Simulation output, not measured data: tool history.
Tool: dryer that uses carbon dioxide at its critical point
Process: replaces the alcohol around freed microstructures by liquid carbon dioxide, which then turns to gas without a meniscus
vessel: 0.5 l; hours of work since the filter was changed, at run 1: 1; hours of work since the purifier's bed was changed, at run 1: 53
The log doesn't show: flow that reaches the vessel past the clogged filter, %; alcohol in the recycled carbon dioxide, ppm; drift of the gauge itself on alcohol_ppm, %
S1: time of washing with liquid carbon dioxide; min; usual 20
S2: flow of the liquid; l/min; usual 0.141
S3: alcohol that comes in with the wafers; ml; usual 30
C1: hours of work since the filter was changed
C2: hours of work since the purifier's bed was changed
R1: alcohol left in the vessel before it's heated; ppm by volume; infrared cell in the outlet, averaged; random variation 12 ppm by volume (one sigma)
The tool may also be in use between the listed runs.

Run 1, hour 0.0: usual settings; C1 1; C2 53. Result: R1 720 ppm by volume.
Run 2, hour 11.3: usual settings; C1 9; C2 62. Result: R1 768 ppm by volume.
Run 3, hour 23.0: usual settings; C1 17; C2 70. Result: R1 732 ppm by volume.
Run 4, hour 32.2: usual settings but S3 82 ml; C1 24; C2 77. Result: R1 2107 ppm by volume.
Run 5, hour 42.1: usual settings but S3 82 ml; C1 31; C2 84. Result: R1 2163 ppm by volume.
Run 6, hour 49.1: usual settings; C1 36; C2 89. Result: R1 807 ppm by volume.
Run 7, hour 60.2: usual settings; C1 44; C2 97. Result: R1 826 ppm by volume.
Run 8, hour 70.0: usual settings; C1 51; C2 104. Result: R1 839 ppm by volume.
Run 9, hour 78.1: usual settings but S3 88 ml; C1 57; C2 109. Result: R1 2492 ppm by volume.
Run 10, hour 87.8: usual settings but S3 88 ml; C1 64; C2 116. Result: R1 2620 ppm by volume.
Run 11, hour 98.8: usual settings but S3 88 ml; C1 72; C2 124. Result: R1 2663 ppm by volume.
Run 12, hour 105.6: usual settings but S3 88 ml; C1 76; C2 129. Result: R1 2737 ppm by volume.
Run 13, hour 116.0: usual settings but S3 79 ml; C1 84; C2 137. Result: R1 2493 ppm by volume.
Run 14, hour 128.7: usual settings but S1 15 min; C1 93; C2 146. Result: R1 2705 ppm by volume.
Run 15, hour 136.8: usual settings but S1 15 min, S3 23 ml; C1 99; C2 151. Result: R1 2159 ppm by volume.
Run 16, hour 146.7: usual settings but S1 24 min, S3 23 ml; C1 106; C2 159. Result: R1 370 ppm by volume.
Run 17, hour 155.0: usual settings; C1 112; C2 164. Result: R1 1057 ppm by volume.
Run 18, hour 167.5: usual settings; C1 121; C2 173. Result: R1 1114 ppm by volume.
Run 19, hour 181.1: usual settings; C1 130; C2 183. Result: R1 1130 ppm by volume.
Run 20, hour 187.9: usual settings; C1 135; C2 188. Result: R1 1144 ppm by volume.
Run 21, hour 194.3: usual settings; C1 140; C2 193. Result: R1 1142 ppm by volume.
Run 22, hour 207.0: usual settings; C1 149; C2 202. Result: R1 1218 ppm by volume.
Run 23, hour 213.4: usual settings; C1 154; C2 206. Result: R1 1229 ppm by volume.
Run 24, hour 221.2: usual settings but S1 16 min, S2 0.182 l/min, S3 22 ml; C1 159; C2 212. Result: R1 836 ppm by volume.
At hour 227.6: inlet filter changed.
Run 25, hour 228.6: usual settings but S1 30 min, S2 0.126 l/min, S3 105 ml; C1 1; C2 216. Result: R1 560 ppm by volume.
Run 26, hour 237.4: usual settings but S1 30 min, S2 0.126 l/min, S3 105 ml; C1 7; C2 223. Result: R1 591 ppm by volume.
Run 27, hour 245.3: usual settings but S1 30 min, S2 0.121 l/min, S3 105 ml; C1 13; C2 228. Result: R1 749 ppm by volume.
Run 28, hour 258.4: usual settings but S1 22 min, S2 0.218 l/min; C1 22; C2 238. Result: R1 87 ppm by volume.
Run 29, hour 268.5: usual settings but S1 22 min, S2 0.218 l/min; C1 29; C2 245. Result: R1 75 ppm by volume.
Run 30, hour 281.1: usual settings but S1 31 min, S2 0.109 l/min, S3 25 ml; C1 38; C2 254. Result: R1 326 ppm by volume.
Run 31, hour 287.7: usual settings; C1 43; C2 259. Result: R1 868 ppm by volume.
Run 32, hour 293.4: usual settings but S1 19 min, S2 0.146 l/min, S3 22 ml; C1 47; C2 263. Result: R1 681 ppm by volume.
Run 33, hour 305.4: usual settings but S1 15 min; C1 56; C2 271. Result: R1 2514 ppm by volume.
Run 34, hour 318.3: usual settings but S1 13 min, S2 0.218 l/min, S3 76 ml; C1 65; C2 281. Result: R1 2341 ppm by volume.
Run 35, hour 331.2: usual settings but S2 0.191 l/min; C1 74; C2 290. Result: R1 258 ppm by volume.
Run 36, hour 341.1: usual settings but S3 66 ml; C1 81; C2 297. Result: R1 2075 ppm by volume.
Run 37, hour 354.2: usual settings but S1 28 min, S2 0.142 l/min, S3 52 ml; C1 91; C2 306. Result: R1 351 ppm by volume.
Run 38, hour 366.1: usual settings but S2 0.108 l/min; C1 99; C2 315. Result: R1 2629 ppm by volume.
Run 39, hour 378.6: usual settings but S2 0.108 l/min; C1 108; C2 324. Result: R1 2658 ppm by volume.
Run 40, hour 388.3: usual settings but S2 0.108 l/min; C1 115; C2 331. Result: R1 2719 ppm by volume.
Run 41, hour 396.7: usual settings but S2 0.108 l/min; C1 121; C2 337. Result: R1 2733 ppm by volume.
Run 42, hour 407.7: usual settings but S2 0.108 l/min; C1 129; C2 345. Result: R1 2786 ppm by volume.
Run 43, hour 421.2: usual settings but S1 31 min, S2 0.115 l/min; C1 139; C2 354. Result: R1 442 ppm by volume.
Run 44, hour 428.7: usual settings but S2 0.101 l/min; C1 144; C2 360. Result: R1 3551 ppm by volume.
Run 45, hour 439.9: usual settings but S1 25 min, S2 0.123 l/min; C1 152; C2 368. Result: R1 899 ppm by volume.
Run 46, hour 448.2: usual settings but S1 19 min, S2 0.123 l/min, S3 94 ml; C1 158; C2 374. Result: R1 7165 ppm by volume.

Forecast each of these 5 alternatives for the next run:
At hour 456.2: inlet filter changed.
Run A, hour 460.4: usual settings but S1 17 min, S2 0.108 l/min, S3 34 ml; C1 3; C2 382. Result: R1 ?.
At hour 456.2: inlet filter changed.
Run B, hour 460.4: usual settings but S2 0.106 l/min; C1 3; C2 382. Result: R1 ?.
At hour 456.2: inlet filter changed.
Run C, hour 460.4: usual settings but S1 25 min, S2 0.128 l/min, S3 92 ml; C1 3; C2 382. Result: R1 ?.
At hour 456.2: inlet filter changed.
Run D, hour 460.4: usual settings but S1 19 min, S2 0.195 l/min, S3 94 ml; C1 3; C2 382. Result: R1 ?.
At hour 456.2: inlet filter changed.
Run E, hour 460.4: usual settings but S1 27 min; C1 3; C2 382. Result: R1 ?.

run    R1
  A  3744
  B  2164
  C  1236
  D   628
  E   222
Without the tool's hidden state the same runs would have given:
run    R1
  A  3656
  B  2084
  C  1159
  D   559
  E   157
